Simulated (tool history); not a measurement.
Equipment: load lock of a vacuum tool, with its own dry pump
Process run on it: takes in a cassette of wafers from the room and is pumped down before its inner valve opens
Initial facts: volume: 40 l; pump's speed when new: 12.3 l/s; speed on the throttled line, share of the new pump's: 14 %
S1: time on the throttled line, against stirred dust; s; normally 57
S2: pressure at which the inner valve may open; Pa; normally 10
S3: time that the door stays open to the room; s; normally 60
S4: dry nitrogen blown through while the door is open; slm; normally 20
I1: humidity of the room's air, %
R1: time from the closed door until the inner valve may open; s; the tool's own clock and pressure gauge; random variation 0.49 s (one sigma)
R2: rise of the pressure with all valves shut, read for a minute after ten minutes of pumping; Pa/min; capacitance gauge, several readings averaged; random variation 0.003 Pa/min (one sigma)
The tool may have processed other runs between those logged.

Run 1, hour 0.0: usual settings; I1 44.6. Result: R1 80.0 s, R2 0.023 Pa/min.
Run 2, hour 150.8: usual settings but S1 74 s; I1 45.2. Result: R1 95.9 s, R2 0.026 Pa/min.
Run 3, hour 257.6: usual settings but S1 74 s; I1 40.0. Result: R1 95.0 s, R2 0.027 Pa/min.
Run 4, hour 443.9: usual settings but S3 43 s; I1 46.3. Result: R1 80.4 s, R2 0.032 Pa/min.
Run 5, hour 556.8: usual settings but S3 43 s; I1 43.9. Result: R1 81.3 s, R2 0.034 Pa/min.
Run 6, hour 711.4: usual settings but S1 34 s; I1 43.9. Result: R1 61.0 s, R2 0.035 Pa/min.
Run 7, hour 858.0: usual settings but S1 34 s; I1 44.7. Result: R1 61.8 s, R2 0.039 Pa/min.
Run 8, hour 990.3: usual settings but S1 34 s; I1 43.0. Result: R1 61.7 s, R2 0.046 Pa/min.
Run 9, hour 1194.9: usual settings but S1 34 s; I1 40.8. Result: R1 62.0 s, R2 0.051 Pa/min.
Run 10, hour 1373.2: usual settings but S1 34 s; I1 44.7. Result: R1 61.6 s, R2 0.066 Pa/min.
Run 11, hour 1466.9: usual settings but S1 34 s; I1 47.4. Result: R1 61.7 s, R2 0.066 Pa/min.
Run 12, hour 1621.4: usual settings but S1 36 s; I1 44.6. Result: R1 63.6 s, R2 0.069 Pa/min.
Run 13, hour 1746.1: usual settings but S1 36 s; I1 49.0. Result: R1 63.8 s, R2 0.081 Pa/min.
Run 14, hour 1851.9: usual settings but S4 11 slm; I1 44.7. Result: R1 82.3 s, R2 0.090 Pa/min.
Run 15, hour 1992.3: usual settings but S2 7 Pa, S3 67 s, S4 11 slm; I1 49.0. Result: R1 83.3 s, R2 0.101 Pa/min.
Run 16, hour 2100.9: usual settings but S2 7 Pa, S3 67 s, S4 11 slm; I1 41.5. Result: R1 83.6 s, R2 0.098 Pa/min.
Run 17, hour 2300.8: usual settings but S2 7 Pa, S3 67 s, S4 11 slm; I1 45.7. Result: R1 83.5 s, R2 0.117 Pa/min.
Run 18, hour 2418.5: usual settings but S2 7 Pa, S3 67 s, S4 11 slm; I1 45.7. Result: R1 84.2 s, R2 0.121 Pa/min.
Run 19, hour 2604.1: usual settings but S1 66 s; I1 46.8. Result: R1 89.9 s, R2 0.116 Pa/min.
Run 20, hour 2715.7: usual settings but S1 65 s, S2 13 Pa, S3 108 s; I1 43.4. Result: R1 89.3 s, R2 0.128 Pa/min.
Run 21, hour 2847.3: usual settings but S1 105 s, S2 19 Pa, S3 102 s; I1 46.3. Result: R1 120.7 s, R2 0.134 Pa/min.
Run 22, hour 2968.3: usual settings but S1 105 s, S2 19 Pa, S3 102 s; I1 43.4. Result: R1 118.7 s, R2 0.137 Pa/min.
Run 23, hour 3101.1: usual settings but S3 102 s; I1 45.0. Result: R1 82.2 s, R2 0.152 Pa/min.
Run 24, hour 3309.1: usual settings but S2 12 Pa, S3 28 s; I1 45.9. Result: R1 81.5 s, R2 0.154 Pa/min.
Run 25, hour 3519.8: usual settings but S2 12 Pa, S3 28 s; I1 46.0. Result: R1 82.1 s, R2 0.169 Pa/min.
Run 26, hour 3654.9: usual settings but S1 63 s, S4 9 slm; I1 45.0. Result: R1 88.8 s, R2 0.194 Pa/min.

Below, each run's measurement less what the same run would have read without the hidden state. Both values contain the same run-to-run variation, but the gauge's scatter may not be the same in both:
The tool's hidden condition here consists of: pump's speed, % of a new pump's; leak at the door's seal, Pa l/s; drift of the gauge itself on ready_s, %; drift of the gauge itself on rise_pa_min, %.
run    R1      R2
  1  +1.5  +0.001
  2  +1.4  +0.005
  3  +1.4  +0.007
  4  +1.7  +0.013
  5  +1.8  +0.015
  6  +2.2  +0.020
  7  +2.2  +0.024
  8  +2.4  +0.029
  9  +2.6  +0.036
 10  +2.7  +0.043
 11  +2.7  +0.046
 12  +2.8  +0.052
 13  +2.9  +0.056
 14  +2.7  +0.061
 15  +2.9  +0.068
 16  +3.0  +0.073
 17  +3.1  +0.084
 18  +3.2  +0.091
 19  +3.0  +0.100
 20  +3.0  +0.104
 21  +2.0  +0.111
 22  +2.0  +0.118
 23  +3.5  +0.125
 24  +3.5  +0.140
 25  +3.7  +0.154
 26  +3.8  +0.164

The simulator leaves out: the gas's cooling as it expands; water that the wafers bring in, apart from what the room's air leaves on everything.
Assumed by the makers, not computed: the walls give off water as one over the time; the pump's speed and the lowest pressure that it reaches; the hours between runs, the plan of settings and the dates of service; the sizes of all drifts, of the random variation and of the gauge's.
